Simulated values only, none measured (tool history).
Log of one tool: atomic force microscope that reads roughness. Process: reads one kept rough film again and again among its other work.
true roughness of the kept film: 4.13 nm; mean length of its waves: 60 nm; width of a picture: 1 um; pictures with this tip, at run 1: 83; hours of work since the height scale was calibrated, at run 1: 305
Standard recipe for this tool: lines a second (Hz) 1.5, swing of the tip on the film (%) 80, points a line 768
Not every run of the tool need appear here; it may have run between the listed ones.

run	hour	lines a second (Hz)	swing of the tip on the film (%)	points a line	pictures with this tip	hours of work since the height scale was calibrated	roughness of the kept film (nm (root mean square))
1	0	1.5	80	768	83	305	3.308
2	13.7	1.5	80	578	104	313	3.273
3	31	1.5	80	578	131	322	3.179
4	47.9	1.5	80	768	157	332	3.122
# hour 58.7: new tip fitted
5	77.4	1.5	80	768	29	348	3.474
# hour 80.4: height scale calibrated on a step standard
6	93	1.5	63	768	52	7	3.643
7	110.3	1.5	63	768	79	17	3.54
8	126.8	1.5	84	768	104	26	3.187
# hour 143.5: height scale calibrated on a step standard, once more
9	156.8	1.5	84	768	149	7	3.08
# hour 172.7: new tip fitted
10	185.3	0.79	66	768	20	23	3.761
11	209.9	0.93	66	768	58	36	3.609
12	237	0.62	79	848	100	51	3.481
13	261.7	0.62	56	827	138	65	3.496
# hour 285.7: new tip fitted
14	291.2	2.19	80	491	8	81	3.365

Results per run with the tool's hidden condition removed, run-to-run variation unchanged:
Hidden state present: radius of the tip, nm; height scale over the true one, %; drift of the gauge itself on roughness_nm, %.
run	roughness of the kept film (nm (root mean square))
1	3.578
2	3.597
3	3.564
4	3.568
5	3.571
6	3.815
7	3.79
8	3.489
9	3.481
10	3.83
11	3.804
12	3.785
13	3.903
14	3.403

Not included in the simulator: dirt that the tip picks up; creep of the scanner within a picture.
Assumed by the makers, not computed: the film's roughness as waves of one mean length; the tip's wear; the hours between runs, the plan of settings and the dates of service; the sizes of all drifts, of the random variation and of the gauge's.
